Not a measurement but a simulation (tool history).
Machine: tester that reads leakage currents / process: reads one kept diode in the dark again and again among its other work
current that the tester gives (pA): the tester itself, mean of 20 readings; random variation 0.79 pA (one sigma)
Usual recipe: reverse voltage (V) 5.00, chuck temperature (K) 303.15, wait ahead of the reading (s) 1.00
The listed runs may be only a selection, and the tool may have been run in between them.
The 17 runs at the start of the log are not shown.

run	day	reverse voltage (V)	chuck temperature (K)	wait ahead of the reading (s)	current that the tester gives (pA)
18	123.500	15.26	297.15	9.12	240.04
19	131.825	5.00	303.15	4.84	271.76
20	141.412	9.43	303.15	3.95	349.95
21	146.662	4.76	311.15	1.00	556.39
22	150.946	4.76	311.15	1.00	555.66
23	159.858	5.00	311.15	0.83	569.42
24	165.733	5.00	311.15	0.83	570.86
25	174.183	1.67	332.15	0.31	2136.43
26	179.546	5.00	302.15	7.24	254.93
27	186.250	5.00	302.15	7.24	255.92
28	191.200	5.00	294.15	4.75	119.43
29	196.308	3.49	303.15	4.97	243.44
30	202.433	5.00	311.15	1.00	581.74
31	212.046	10.00	321.15	3.96	1800.21
32	221.067	19.38	294.15	0.52	223.84

Alternative continuations, all from the tool just after run 32; predict every row:
# day 228.042: chuck's temperature calibrated
A	231.283	5.00	294.15	1.00	?
# day 228.042: chuck's temperature calibrated
B	231.283	3.55	294.15	0.52	?
# day 228.042: chuck's temperature calibrated
C	231.283	3.00	326.15	0.52	?
# day 228.042: chuck's temperature calibrated
D	231.283	2.51	302.15	0.40	?
# day 228.042: chuck's temperature calibrated
E	231.283	19.38	299.15	0.94	?

run	current that the tester gives (pA)
A	115.06
B	100.53
C	1585.36
D	185.07
E	319.78
Without the tool's unlogged condition, the same runs would have read:
run	current that the tester gives (pA)
A	111.95
B	98.34
C	1585.52
D	183.61
E	307.81
